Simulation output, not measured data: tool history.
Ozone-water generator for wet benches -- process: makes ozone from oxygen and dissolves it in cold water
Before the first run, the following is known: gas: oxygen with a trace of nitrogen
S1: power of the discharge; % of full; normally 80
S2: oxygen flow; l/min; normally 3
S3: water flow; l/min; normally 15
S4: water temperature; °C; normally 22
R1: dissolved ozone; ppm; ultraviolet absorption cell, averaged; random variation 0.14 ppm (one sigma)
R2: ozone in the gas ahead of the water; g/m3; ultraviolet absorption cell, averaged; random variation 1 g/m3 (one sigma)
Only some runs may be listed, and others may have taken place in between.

run      day  S1    S2  S3  S4    R1     R2
  1        0  80     3  15  22  14.3    174
  2    5.812  80     3  15  22    14  173.1
  3    9.371  80     3  15  22  14.1  172.1
  4   13.238  80     3  15  25  13.5  174.5
  5   16.067  80     3  15  24  13.9  172.8
  6   22.262  80  1.97  15  22  12.5  200.2
  7   26.567  80     3  15  22  13.9  170.8
  8   32.162  80     3  13  22  15.7  170.2
  9   38.858  80     3  15  22  13.9  171.6
 10   43.375  80     3  15  22  13.8  169.3
 11   49.646  80     3  15  22  13.8  168.2
 12   53.071  80     3  22  22   9.8  169.4
 13   58.767  80     3  22  22    10    170
 14   64.979  80     3  22  22   9.7  169.8
 15   70.317  80     3  22  22   9.6  166.8
 16   74.354  80     3  22  22   9.5  167.4
 17   77.883  80     3  22  22   9.5  168.8
      81.212  -- water thermometer calibrated
 18   82.775  88   2.2  11  15  19.4  204.2
 19   87.133  88   2.2  11  15  19.3  202.3
 20   92.775  59  2.98  18  19   9.1  130.2
 21   97.358  82     3  12  22  16.4    167
 22  100.546  67     3  15  18  12.1  143.7
 23  106.396  67     3  15  18  12.2  143.3
     106.929  -- contactor cleaned
 24  112.092  97  3.11  23  18  10.5  190.6
 25  115.446  92  4.29  16  18  15.3    163
 26  120.221  92  4.29  16  18  15.5  160.4
 27  124.958  80     3  15  22  12.9  164.3
 28  129.488  80  1.75  15  19    11  198.8
 29  132.258  73  4.86  21  17  10.1    127
 30  135.612  73  4.86  21  17  10.1  126.6
 31  140.046  73  4.86  21  17  10.4  125.7
     144.962  -- contactor cleaned, once more
 32  146.375  73  4.86  21  17  11.6  126.1
 33   149.75  80  2.05  20  22   9.7  186.2

Each run again, without the hidden state but with its own random variation kept:
The hidden state here: yield of the discharge, % of new electrodes'; contactor's efficiency, % of a clean one's; true water temperature over the reading, C; drift of the gauge itself on ozone_ppm, %; drift of the gauge itself on gas_g_m3, %.
run    R1     R2
  1  15.3  177.6
  2  15.2  177.1
  3  15.3  176.4
  4  14.7  179.2
  5  15.1  177.6
  6  13.7  206.3
  7  15.3  176.4
  8  17.2  176.2
  9  15.3  178.2
 10  15.3  176.1
 11  15.4  175.6
 12    11  177.1
 13  11.3  178.1
 14    11  178.4
 15  10.9  175.8
 16  10.8  176.8
 17  10.8  178.5
 18  21.9  217.4
 19  21.8  215.7
 20  10.3  136.6
 21  18.7  178.4
 22  13.8  152.3
 23    14    152
 24  12.9    207
 25  18.5  176.8
 26  18.9  174.4
 27  15.6  177.6
 28  13.4  215.3
 29  12.4  136.9
 30  12.4  136.7
 31  12.8    136
 32  12.6  136.8
 33  10.7  203.6
